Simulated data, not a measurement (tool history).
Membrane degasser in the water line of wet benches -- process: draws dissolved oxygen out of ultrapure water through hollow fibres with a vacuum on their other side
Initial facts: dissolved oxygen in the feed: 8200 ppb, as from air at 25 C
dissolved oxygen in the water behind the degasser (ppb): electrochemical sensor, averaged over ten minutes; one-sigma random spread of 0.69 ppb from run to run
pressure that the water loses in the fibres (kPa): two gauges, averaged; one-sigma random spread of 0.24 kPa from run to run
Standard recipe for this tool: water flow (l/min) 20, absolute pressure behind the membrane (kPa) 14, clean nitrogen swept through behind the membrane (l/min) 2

run,hour,water flow (l/min),absolute pressure behind the membrane (kPa),clean nitrogen swept through behind the membrane (l/min),dissolved oxygen in the water behind the degasser (ppb),pressure that the water loses in the fibres (kPa)
1,0,20,14,2,256.6,61.25
2,118,20,14,2,256.4,61.29
3,186.8,20,8.7,2,135.4,61.82
4,273,20,14,2,256.6,61.65
5,387.7,20,14,2,257,61.07
6,462,20,14,2,256.7,61.6
7,534.7,20,14,2,256.7,61.59

Forecast run 8:
8,588.7,22,14,2,?,?

{"run 8": {"dissolved oxygen in the water behind the degasser (ppb)": 281.4, "pressure that the water loses in the fibres (kPa)": 67.68}}
Take away the tool's hidden state, keep the run-to-run variation as it was, and the same run would have given dissolved oxygen in the water behind the degasser (ppb) 274.9, pressure that the water loses in the fibres (kPa) 67.11.

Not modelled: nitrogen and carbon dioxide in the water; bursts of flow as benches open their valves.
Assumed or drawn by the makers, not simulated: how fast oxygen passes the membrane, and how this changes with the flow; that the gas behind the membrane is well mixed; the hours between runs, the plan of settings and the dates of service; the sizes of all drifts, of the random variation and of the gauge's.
